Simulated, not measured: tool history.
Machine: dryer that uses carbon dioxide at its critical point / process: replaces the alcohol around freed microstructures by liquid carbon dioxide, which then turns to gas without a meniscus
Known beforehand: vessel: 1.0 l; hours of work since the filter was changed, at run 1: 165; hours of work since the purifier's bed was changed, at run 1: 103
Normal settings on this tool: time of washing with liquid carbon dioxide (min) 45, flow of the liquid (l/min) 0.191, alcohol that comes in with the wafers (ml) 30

run,hour,time of washing with liquid carbon dioxide (min),flow of the liquid (l/min),alcohol that comes in with the wafers (ml),hours of work since the filter was changed,hours of work since the purifier's bed was changed,alcohol left in the vessel before it's heated (ppm by volume)
1,0.0,45,0.191,30,165,103,120
2,16.3,45,0.191,34,176,114,133
3,31.5,45,0.191,34,186,125,145
4,47.4,45,0.191,34,197,135,146
5,60.4,32,0.191,30,206,144,509
6,68.5,45,0.191,30,211,150,138
7,75.7,45,0.191,30,216,155,139
8,91.5,39,0.191,30,227,165,248
9,103.0,45,0.191,102,234,173,367
10,119.1,45,0.191,102,245,184,371
11,134.3,45,0.288,30,256,194,65
12,147.1,45,0.191,20,264,203,123
13,154.1,67,0.191,30,269,208,64
14,162.8,45,0.191,43,275,214,210
15,176.0,45,0.191,43,284,223,207
16,185.7,45,0.191,100,290,229,391
17,195.7,45,0.191,100,297,236,387
18,204.0,45,0.191,100,303,241,396
19,217.6,45,0.191,100,312,251,381
20,232.3,45,0.191,100,322,261,405
21,239.6,45,0.191,30,327,266,173
22,251.5,45,0.205,30,335,274,145
23,266.2,45,0.191,30,345,284,189
24,280.2,32,0.150,42,354,293,1773
25,291.4,40,0.191,30,362,301,285
26,303.6,40,0.191,30,370,309,283
27,318.4,40,0.191,30,380,319,291
28,325.6,40,0.191,30,385,324,306
29,333.3,66,0.155,25,390,329,125
30,343.6,47,0.191,30,397,336,176
31,359.4,67,0.233,101,408,347,110
32,375.4,67,0.233,101,419,358,115
33,383.0,35,0.269,101,424,363,326
34,399.6,35,0.269,101,435,374,325
35,413.6,45,0.187,34,445,383,254
36,430.4,45,0.187,34,456,395,247
37,444.7,45,0.187,34,466,405,258
38,457.1,45,0.157,34,474,413,452
39,464.4,69,0.191,64,479,418,137
# hour 476.7: inlet filter changed
40,482.1,69,0.191,64,4,429,137
41,497.2,45,0.276,30,14,439,138
42,505.0,36,0.255,68,19,445,244
43,521.6,36,0.255,72,30,456,253
44,535.6,45,0.214,30,40,465,173
45,550.5,50,0.243,30,50,476,150
46,566.9,46,0.213,104,61,487,253

Alternative continuations, all from the tool just after run 46; predict every row:
A,583.4,56,0.133,104,72,498,?
B,583.4,45,0.122,109,72,498,?
C,583.4,46,0.175,71,72,498,?
D,583.4,29,0.262,104,72,498,?

run,alcohol left in the vessel before it's heated (ppm by volume)
A,694
B,2447
C,394
D,670
With the hidden condition removed and each run's random variation left untouched, the same runs would have given:
run,alcohol left in the vessel before it's heated (ppm by volume)
A,519
B,2205
C,236
D,497
